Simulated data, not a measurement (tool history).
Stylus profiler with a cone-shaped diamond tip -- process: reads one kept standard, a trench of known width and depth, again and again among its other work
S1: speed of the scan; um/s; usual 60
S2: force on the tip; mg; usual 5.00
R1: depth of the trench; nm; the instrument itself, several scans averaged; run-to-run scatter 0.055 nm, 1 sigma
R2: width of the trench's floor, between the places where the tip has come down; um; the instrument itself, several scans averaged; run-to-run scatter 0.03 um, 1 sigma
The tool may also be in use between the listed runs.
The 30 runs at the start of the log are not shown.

run	day	S1	S2	R1	R2
31	40.617	89	4.89	205.49	16.37
32	41.388	35	11.57	209.42	16.55
33	43.192	62	5.04	205.56	16.47
34	44.175	147	2.23	203.44	16.02
35	45.729	60	11.77	209.51	16.61
36	47.146	60	11.77	209.54	16.51
37	48.908	178	3.85	204.86	16.05
38	50.188	178	3.85	204.84	16.07
39	51.112	104	11.45	209.40	16.44
40	52.792	104	11.45	209.37	16.40
41	54.138	78	4.16	205.12	16.35
42	55.404	41	2.16	203.50	16.46
43	56.921	28	3.16	204.34	16.53

Below are 5 alternative next runs, each starting from the tool's condition after run 43. Predict each:
A	58.642	85	3.61	?	?
B	58.642	100	4.28	?	?
C	58.642	43	8.23	?	?
D	58.642	25	2.41	?	?
E	58.642	138	4.76	?	?

run	R1	R2
A	204.67	16.31
B	205.20	16.28
C	207.75	16.53
D	203.66	16.44
E	205.57	16.15
The same runs, with their run-to-run variation unchanged, on a tool lacking any hidden condition would have given:
run	R1	R2
A	204.00	16.93
B	204.52	16.90
C	207.06	17.15
D	202.98	17.06
E	204.90	16.77

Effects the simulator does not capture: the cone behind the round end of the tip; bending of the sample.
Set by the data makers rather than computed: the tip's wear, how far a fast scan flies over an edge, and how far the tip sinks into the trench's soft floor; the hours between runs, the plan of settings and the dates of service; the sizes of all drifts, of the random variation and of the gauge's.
